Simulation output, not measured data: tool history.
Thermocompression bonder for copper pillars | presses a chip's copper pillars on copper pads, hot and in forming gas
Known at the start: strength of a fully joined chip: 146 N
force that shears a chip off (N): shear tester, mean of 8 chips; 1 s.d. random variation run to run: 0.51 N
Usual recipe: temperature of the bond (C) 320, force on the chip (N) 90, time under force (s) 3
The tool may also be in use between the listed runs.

run	hour	temperature of the bond (C)	force on the chip (N)	time under force (s)	force that shears a chip off (N)
1	0.0	320	90	3	70.3
# hour 2.7: heater calibrated with a thermocouple chip
2	7.6	320	90	3	75.8
3	16.9	320	90	3	75.1
4	25.0	320	90	3	75.0
5	35.3	320	90	3	74.4
6	41.0	320	90	3	74.0
7	46.9	320	70	3	61.3
8	52.3	320	70	3	61.0
9	59.5	320	70	3	61.8
10	66.7	320	90	8	100.1
11	73.7	320	90	8	100.2
12	79.6	320	56	8	72.0
13	87.3	325	90	3	78.3
14	92.2	325	90	3	78.9
15	100.8	325	90	3	77.8
16	108.0	325	90	3	77.9
17	118.5	299	90	5	67.2
18	127.1	342	94	6	113.6
19	135.2	339	94	4	100.5
# hour 141.6: forming gas filter changed
20	146.1	339	94	4	101.7
21	154.8	321	90	2	65.7
22	162.4	321	90	4	82.7
23	169.1	334	126	7	126.8
24	174.9	333	57	3	60.3
25	184.4	346	90	2	86.2
26	191.6	293	90	4	56.5
27	197.3	293	90	4	57.2
28	206.3	293	90	4	56.5

Here are 5 independent what-if runs from the current tool condition. What would each one return?
A	214.4	298	90	4	?
B	214.4	305	115	4	?
C	214.4	301	77	3	?
D	214.4	315	59	5	?
E	214.4	341	90	6	?

run	force that shears a chip off (N)
A	60.6
B	80.3
C	50.1
D	59.6
E	109.6
With the hidden condition removed and each run's random variation left untouched, the same runs would have given:
run	force that shears a chip off (N)
A	63.3
B	83.4
C	52.4
D	62.1
E	112.7
